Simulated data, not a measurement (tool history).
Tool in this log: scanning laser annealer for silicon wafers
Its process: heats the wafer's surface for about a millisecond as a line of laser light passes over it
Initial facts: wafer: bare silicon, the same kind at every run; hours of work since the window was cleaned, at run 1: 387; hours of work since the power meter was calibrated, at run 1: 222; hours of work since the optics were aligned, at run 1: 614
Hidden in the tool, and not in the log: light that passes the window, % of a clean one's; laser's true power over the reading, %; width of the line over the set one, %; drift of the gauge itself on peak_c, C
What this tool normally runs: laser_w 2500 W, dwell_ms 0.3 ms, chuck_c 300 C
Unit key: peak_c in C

| run | day | laser_w | dwell_ms | chuck_c | hours of work since the window was cleaned | hours of work since the power meter was calibrated | hours of work since the optics were aligned | peak_c |
|---|---|---|---|---|---|---|---|---|
| 1 | 0 | 2500 | 0.3 | 300 | 387 | 222 | 614 | 1076 |
| 2 | 0.646 | 2500 | 0.3 | 300 | 396 | 232 | 624 | 1074 |
| 3 | 1.271 | 2500 | 0.285 | 300 | 406 | 241 | 633 | 1055 |
| 4 | 2 | 2500 | 0.285 | 300 | 416 | 252 | 644 | 1054 |
| 5 | 2.625 | 2500 | 0.285 | 300 | 426 | 261 | 653 | 1054 |
| 6 | 3.171 | 2500 | 0.285 | 300 | 434 | 269 | 662 | 1053 |
| 7 | 3.833 | 2214 | 0.3 | 300 | 444 | 279 | 672 | 987 |
| 8 | 4.421 | 2214 | 0.3 | 300 | 453 | 288 | 680 | 986 |
| 9 | 4.721 | 2214 | 0.3 | 300 | 457 | 292 | 685 | 984 |
| 10 | 5.35 | 2500 | 0.3 | 300 | 467 | 302 | 694 | 1074 |
| 11 | 6.029 | 2521 | 0.326 | 271 | 477 | 312 | 704 | 1083 |
| 12 | 6.408 | 2390 | 0.3 | 300 | 482 | 318 | 710 | 1040 |
| 13 | 6.788 | 2390 | 0.3 | 300 | 488 | 323 | 716 | 1039 |
|  | 6.946 | laser's power meter calibrated |
| 14 | 7.458 | 2390 | 0.3 | 300 | 496 | 8 | 724 | 1039 |
| 15 | 7.812 | 2390 | 0.3 | 300 | 502 | 13 | 729 | 1038 |
| 16 | 8.533 | 2599 | 0.3 | 300 | 512 | 24 | 740 | 1100 |
| 17 | 9.008 | 2560 | 0.3 | 300 | 519 | 31 | 747 | 1089 |
| 18 | 9.4 | 2560 | 0.29 | 283 | 525 | 37 | 753 | 1057 |
| 19 | 9.954 | 2560 | 0.29 | 283 | 534 | 45 | 761 | 1057 |
|  | 10.304 | laser's power meter calibrated, once more |
| 20 | 10.467 | 2180 | 0.211 | 298 | 539 | 2 | 767 | 856 |

Forecast each of these 4 alternatives for the next run:
| A | 11 | 2500 | 0.3 | 296 | 547 | 10 | 775 | ? |
| B | 11 | 2500 | 0.249 | 300 | 547 | 10 | 775 | ? |
| C | 11 | 2738 | 0.211 | 311 | 547 | 10 | 775 | ? |
| D | 11 | 2156 | 0.214 | 333 | 547 | 10 | 775 | ? |

| run | peak_c |
|---|---|
| A | 1063 |
| B | 996 |
| C | 1007 |
| D | 890 |
The same runs, with their run-to-run variation unchanged, on a tool lacking any hidden condition would have given:
| run | peak_c |
|---|---|
| A | 1086 |
| B | 1017 |
| C | 1028 |
| D | 907 |
